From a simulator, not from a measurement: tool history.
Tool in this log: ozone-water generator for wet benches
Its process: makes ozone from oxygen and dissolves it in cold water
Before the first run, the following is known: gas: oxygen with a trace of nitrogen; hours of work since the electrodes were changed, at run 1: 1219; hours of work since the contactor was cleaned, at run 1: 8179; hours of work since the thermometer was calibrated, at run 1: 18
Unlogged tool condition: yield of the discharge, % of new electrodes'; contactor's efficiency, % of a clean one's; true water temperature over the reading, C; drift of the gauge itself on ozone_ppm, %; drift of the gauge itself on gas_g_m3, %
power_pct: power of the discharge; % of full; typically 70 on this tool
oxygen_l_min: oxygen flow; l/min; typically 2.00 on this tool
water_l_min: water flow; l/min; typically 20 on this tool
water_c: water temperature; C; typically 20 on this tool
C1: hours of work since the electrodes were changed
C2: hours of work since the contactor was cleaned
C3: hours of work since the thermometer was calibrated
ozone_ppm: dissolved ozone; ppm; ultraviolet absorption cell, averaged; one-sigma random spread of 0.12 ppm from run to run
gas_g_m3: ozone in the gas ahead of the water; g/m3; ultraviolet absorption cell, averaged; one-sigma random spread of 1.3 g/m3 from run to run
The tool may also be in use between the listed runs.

{"run": 1, "hour": 0.0, "power_pct": 70, "oxygen_l_min": 2.0, "water_l_min": 20, "water_c": 20, "C1": 1219, "C2": 8179, "C3": 18, "ozone_ppm": 11.9, "gas_g_m3": 232.9}
{"run": 2, "hour": 83.1, "power_pct": 70, "oxygen_l_min": 2.0, "water_l_min": 20, "water_c": 20, "C1": 1270, "C2": 8230, "C3": 70, "ozone_ppm": 12.0, "gas_g_m3": 229.1}
{"run": 3, "hour": 159.2, "power_pct": 70, "oxygen_l_min": 2.0, "water_l_min": 20, "water_c": 20, "C1": 1317, "C2": 8277, "C3": 116, "ozone_ppm": 11.5, "gas_g_m3": 229.9}
{"run": 4, "hour": 221.6, "power_pct": 70, "oxygen_l_min": 2.0, "water_l_min": 20, "water_c": 20, "C1": 1356, "C2": 8315, "C3": 155, "ozone_ppm": 11.9, "gas_g_m3": 230.0}
{"run": 5, "hour": 364.4, "power_pct": 70, "oxygen_l_min": 2.08, "water_l_min": 20, "water_c": 20, "C1": 1444, "C2": 8403, "C3": 243, "ozone_ppm": 11.8, "gas_g_m3": 223.8}
{"run": 6, "hour": 490.1, "power_pct": 70, "oxygen_l_min": 2.08, "water_l_min": 20, "water_c": 20, "C1": 1521, "C2": 8481, "C3": 320, "ozone_ppm": 12.0, "gas_g_m3": 223.7}
{"run": 7, "hour": 596.8, "power_pct": 70, "oxygen_l_min": 2.08, "water_l_min": 20, "water_c": 20, "C1": 1587, "C2": 8546, "C3": 386, "ozone_ppm": 11.9, "gas_g_m3": 223.9}
{"run": 8, "hour": 700.6, "power_pct": 70, "oxygen_l_min": 2.08, "water_l_min": 20, "water_c": 20, "C1": 1651, "C2": 8610, "C3": 450, "ozone_ppm": 11.6, "gas_g_m3": 225.2}
{"run": 9, "hour": 774.7, "power_pct": 70, "oxygen_l_min": 2.08, "water_l_min": 20, "water_c": 20, "C1": 1696, "C2": 8656, "C3": 496, "ozone_ppm": 11.9, "gas_g_m3": 221.3}
{"run": 10, "hour": 882.7, "power_pct": 70, "oxygen_l_min": 2.08, "water_l_min": 20, "water_c": 20, "C1": 1763, "C2": 8723, "C3": 562, "ozone_ppm": 11.9, "gas_g_m3": 222.1}
{"run": 11, "hour": 969.9, "power_pct": 70, "oxygen_l_min": 2.0, "water_l_min": 20, "water_c": 20, "C1": 1817, "C2": 8776, "C3": 616, "ozone_ppm": 11.7, "gas_g_m3": 229.4}
{"run": 12, "hour": 1084.7, "power_pct": 70, "oxygen_l_min": 1.85, "water_l_min": 20, "water_c": 20, "C1": 1887, "C2": 8847, "C3": 686, "ozone_ppm": 11.9, "gas_g_m3": 242.6}
{"hour": 1138.5, "done": "contactor cleaned"}
{"run": 13, "hour": 1203.9, "power_pct": 70, "oxygen_l_min": 1.85, "water_l_min": 20, "water_c": 20, "C1": 1958, "C2": 40, "C3": 757, "ozone_ppm": 11.8, "gas_g_m3": 239.8}
{"run": 14, "hour": 1351.3, "power_pct": 70, "oxygen_l_min": 1.85, "water_l_min": 20, "water_c": 20, "C1": 2049, "C2": 131, "C3": 848, "ozone_ppm": 12.0, "gas_g_m3": 239.9}
{"run": 15, "hour": 1442.8, "power_pct": 70, "oxygen_l_min": 2.0, "water_l_min": 20, "water_c": 20, "C1": 2105, "C2": 187, "C3": 905, "ozone_ppm": 12.0, "gas_g_m3": 229.8}
{"run": 16, "hour": 1548.9, "power_pct": 68, "oxygen_l_min": 3.4, "water_l_min": 24, "water_c": 12, "C1": 2171, "C2": 253, "C3": 970, "ozone_ppm": 10.4, "gas_g_m3": 153.3}
{"run": 17, "hour": 1642.9, "power_pct": 68, "oxygen_l_min": 3.4, "water_l_min": 24, "water_c": 12, "C1": 2229, "C2": 311, "C3": 1028, "ozone_ppm": 10.4, "gas_g_m3": 153.2}
{"run": 18, "hour": 1774.1, "power_pct": 68, "oxygen_l_min": 3.4, "water_l_min": 24, "water_c": 12, "C1": 2309, "C2": 391, "C3": 1109, "ozone_ppm": 10.4, "gas_g_m3": 154.4}
{"run": 19, "hour": 1883.4, "power_pct": 69, "oxygen_l_min": 2.12, "water_l_min": 15, "water_c": 20, "C1": 2377, "C2": 459, "C3": 1176, "ozone_ppm": 15.7, "gas_g_m3": 216.6}
{"run": 20, "hour": 1973.4, "power_pct": 70, "oxygen_l_min": 1.44, "water_l_min": 13, "water_c": 20, "C1": 2432, "C2": 514, "C3": 1231, "ozone_ppm": 18.1, "gas_g_m3": 283.6}
{"run": 21, "hour": 2087.1, "power_pct": 68, "oxygen_l_min": 3.12, "water_l_min": 22, "water_c": 15, "C1": 2502, "C2": 584, "C3": 1301, "ozone_ppm": 11.2, "gas_g_m3": 161.9}
{"run": 22, "hour": 2192.3, "power_pct": 70, "oxygen_l_min": 2.36, "water_l_min": 24, "water_c": 24, "C1": 2567, "C2": 649, "C3": 1366, "ozone_ppm": 9.6, "gas_g_m3": 201.4}
{"run": 23, "hour": 2308.5, "power_pct": 70, "oxygen_l_min": 2.04, "water_l_min": 20, "water_c": 20, "C1": 2638, "C2": 721, "C3": 1438, "ozone_ppm": 11.9, "gas_g_m3": 222.2}
{"run": 24, "hour": 2450.9, "power_pct": 79, "oxygen_l_min": 2.04, "water_l_min": 20, "water_c": 20, "C1": 2726, "C2": 808, "C3": 1525, "ozone_ppm": 13.2, "gas_g_m3": 248.1}
{"run": 25, "hour": 2544.8, "power_pct": 79, "oxygen_l_min": 2.04, "water_l_min": 20, "water_c": 20, "C1": 2784, "C2": 866, "C3": 1583, "ozone_ppm": 13.0, "gas_g_m3": 245.2}
{"run": 26, "hour": 2693.7, "power_pct": 79, "oxygen_l_min": 2.04, "water_l_min": 20, "water_c": 20, "C1": 2876, "C2": 958, "C3": 1675, "ozone_ppm": 13.0, "gas_g_m3": 245.2}
{"run": 27, "hour": 2792.4, "power_pct": 80, "oxygen_l_min": 2.08, "water_l_min": 20, "water_c": 20, "C1": 2936, "C2": 1018, "C3": 1736, "ozone_ppm": 13.1, "gas_g_m3": 245.7}
{"run": 28, "hour": 2921.5, "power_pct": 46, "oxygen_l_min": 2.0, "water_l_min": 20, "water_c": 16, "C1": 3016, "C2": 1098, "C3": 1815, "ozone_ppm": 8.8, "gas_g_m3": 160.5}
{"run": 29, "hour": 3058.7, "power_pct": 46, "oxygen_l_min": 2.0, "water_l_min": 20, "water_c": 16, "C1": 3100, "C2": 1183, "C3": 1900, "ozone_ppm": 8.8, "gas_g_m3": 158.9}

Each row is a separate what-if for the run after 29, all from the same tool condition, not one after another. Results?
{"run": "A", "hour": 3143.2, "power_pct": 64, "oxygen_l_min": 2.94, "water_l_min": 20, "water_c": 16, "C1": 3152, "C2": 1235, "C3": 1952, "ozone_ppm": "?", "gas_g_m3": "?"}
{"run": "B", "hour": 3143.2, "power_pct": 70, "oxygen_l_min": 2.88, "water_l_min": 13, "water_c": 14, "C1": 3152, "C2": 1235, "C3": 1952, "ozone_ppm": "?", "gas_g_m3": "?"}
{"run": "C", "hour": 3143.2, "power_pct": 70, "oxygen_l_min": 2.0, "water_l_min": 22, "water_c": 20, "C1": 3152, "C2": 1235, "C3": 1952, "ozone_ppm": "?", "gas_g_m3": "?"}

run=A ozone_ppm=11.5 gas_g_m3=159.3
run=B ozone_ppm=19.3 gas_g_m3=175.0
run=C ozone_ppm=10.7 gas_g_m3=223.8
Without the tool's hidden state the same runs would have given:
run=A ozone_ppm=11.5 gas_g_m3=163.3
run=B ozone_ppm=19.3 gas_g_m3=179.4
run=C ozone_ppm=10.7 gas_g_m3=229.3

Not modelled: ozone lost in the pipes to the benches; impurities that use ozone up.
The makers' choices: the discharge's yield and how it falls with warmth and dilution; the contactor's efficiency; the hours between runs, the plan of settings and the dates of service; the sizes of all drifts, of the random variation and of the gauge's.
